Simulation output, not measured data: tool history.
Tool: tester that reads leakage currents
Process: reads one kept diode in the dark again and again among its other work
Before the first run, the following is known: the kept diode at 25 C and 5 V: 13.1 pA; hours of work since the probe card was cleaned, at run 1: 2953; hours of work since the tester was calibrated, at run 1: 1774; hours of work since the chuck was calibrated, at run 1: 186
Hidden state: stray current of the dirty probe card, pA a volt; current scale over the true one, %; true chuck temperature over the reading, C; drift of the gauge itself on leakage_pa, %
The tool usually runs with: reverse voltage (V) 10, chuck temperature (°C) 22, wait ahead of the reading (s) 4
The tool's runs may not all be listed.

run	hour	reverse voltage (V)	chuck temperature (°C)	wait ahead of the reading (s)	hours of work since the probe card was cleaned	hours of work since the tester was calibrated	hours of work since the chuck was calibrated	current that the tester gives (pA)
1	0	10	22	4	2953	1774	186	14.28
2	33.6	10	22	4	2975	1796	208	14.26
3	80.5	10	22	4	3006	1827	239	14.3
4	158	10	22	4	3057	1878	290	14.43
5	196.5	10	22	4	3082	1904	316	14.27
6	238.3	1.6	22	4	3110	1931	343	7.25
7	309.1	1.6	22	4	3157	1978	390	7.24
8	369.2	10	24	4	3196	2018	430	16.48
9	420.5	10	22	7.1	3230	2051	463	13.91
10	480.3	1.3	26	0.85	3269	2091	503	9.51
11	547.5	1.3	26	0.85	3314	2135	547	9.38
12	619	7.5	55	0.45	3361	2182	594	120.29
13	697.4	7.5	55	0.45	3413	2234	646	120.25
14	734.5	5.1	34	2.79	3437	2259	671	26.17
# hour 772.2: chuck's temperature calibrated
15	791.3	5.1	34	2.79	3473	2295	13	25.98
16	869.2	9	22	1.28	3525	2346	64	15.29

Hidden state at the last listed run before each entry between runs and at the first one after, where it differs:
Logged between run 14 and run 15: chuck's temperature calibrated (hour 772.2)
  no difference in the tool's unlogged condition between these two runs
